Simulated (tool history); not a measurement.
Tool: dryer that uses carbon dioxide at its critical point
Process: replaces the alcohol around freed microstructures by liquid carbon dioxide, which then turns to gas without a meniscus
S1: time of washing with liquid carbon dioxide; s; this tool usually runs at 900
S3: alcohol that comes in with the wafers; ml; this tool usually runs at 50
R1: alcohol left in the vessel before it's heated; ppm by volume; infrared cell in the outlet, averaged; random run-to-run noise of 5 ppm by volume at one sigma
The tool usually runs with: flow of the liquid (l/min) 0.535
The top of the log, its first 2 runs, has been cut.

Run 3, hour 66.4: usual settings. Result: R1 123 ppm by volume.
Run 4, hour 97.6: usual settings. Result: R1 131 ppm by volume.
Run 5, hour 127.8: usual settings. Result: R1 135 ppm by volume.
Run 6, hour 153.2: usual settings. Result: R1 149 ppm by volume.
Run 7, hour 175.2: usual settings. Result: R1 140 ppm by volume.
Run 8, hour 200.3: usual settings. Result: R1 149 ppm by volume.
Run 9, hour 233.8: usual settings but flow of the liquid (l/min) 0.528. Result: R1 159 ppm by volume.
Run 10, hour 254.6: usual settings but flow of the liquid (l/min) 0.528. Result: R1 169 ppm by volume.
Run 11, hour 281.7: usual settings but flow of the liquid (l/min) 0.528. Result: R1 169 ppm by volume.
Run 12, hour 317.6: usual settings but flow of the liquid (l/min) 0.589. Result: R1 145 ppm by volume.
Run 13, hour 340.4: usual settings but S3 34 ml. Result: R1 174 ppm by volume.
Run 14, hour 377.5: usual settings. Result: R1 195 ppm by volume.
Run 15, hour 419.3: usual settings. Result: R1 208 ppm by volume.
At hour 453.9: inlet filter changed.
Run 16, hour 455.0: usual settings. Result: R1 182 ppm by volume.
Run 17, hour 501.9: usual settings but S3 96 ml. Result: R1 221 ppm by volume.

Expected results for the next run?
Run 18, hour 524.7: usual settings but S1 780 s, S3 91 ml. Result: R1 ?.

{"run 18": {"R1": 320}}
With no hidden state in the tool, this same run would have given R1 153 ppm by volume.
